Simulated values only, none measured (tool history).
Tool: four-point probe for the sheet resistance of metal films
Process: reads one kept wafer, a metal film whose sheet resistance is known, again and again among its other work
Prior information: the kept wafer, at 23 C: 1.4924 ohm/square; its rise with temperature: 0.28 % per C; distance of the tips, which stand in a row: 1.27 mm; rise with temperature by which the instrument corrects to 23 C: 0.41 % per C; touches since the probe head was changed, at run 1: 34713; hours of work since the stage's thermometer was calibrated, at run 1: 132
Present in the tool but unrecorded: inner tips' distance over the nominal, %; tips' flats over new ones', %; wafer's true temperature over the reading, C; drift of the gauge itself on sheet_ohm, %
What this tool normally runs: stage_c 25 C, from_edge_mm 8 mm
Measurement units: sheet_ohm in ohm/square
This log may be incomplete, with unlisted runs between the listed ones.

run	day	stage_c	from_edge_mm	touches since the probe head was changed	hours of work since the stage's thermometer was calibrated	sheet_ohm
1	0.000	25	8	34713	132	1.509045
2	2.704	25	8	36240	161	1.508951
3	5.429	25	14	37779	190	1.495433
4	7.617	19	8	39014	213	1.520010
5	9.038	26	8	39816	228	1.506320
6	11.038	25	8	40946	249	1.508310
7	13.858	25	25	42540	279	1.490423
8	17.021	31	6	44325	313	1.511835
# day 17.292: stage's thermometer calibrated
9	19.996	20	8	45994	29	1.516710
10	21.871	35	14	47052	49	1.476579
11	24.717	35	14	48661	79	1.475753
12	27.825	22	7	50416	112	1.518691

Here are 5 independent what-if runs from the current tool condition. What would each one return?
A	29.988	35	20	51637	135	?
B	29.988	35	58	51637	135	?
C	29.988	19	7	51637	135	?
D	29.988	33	19	51637	135	?
E	29.988	25	75	51637	135	?

run	sheet_ohm
A	1.472939
B	1.469975
C	1.524252
D	1.476490
E	1.486859
Stripped of hidden state, with their random variation kept, the same runs would have yielded:
run	sheet_ohm
A	1.474678
B	1.471711
C	1.526075
D	1.478236
E	1.488629

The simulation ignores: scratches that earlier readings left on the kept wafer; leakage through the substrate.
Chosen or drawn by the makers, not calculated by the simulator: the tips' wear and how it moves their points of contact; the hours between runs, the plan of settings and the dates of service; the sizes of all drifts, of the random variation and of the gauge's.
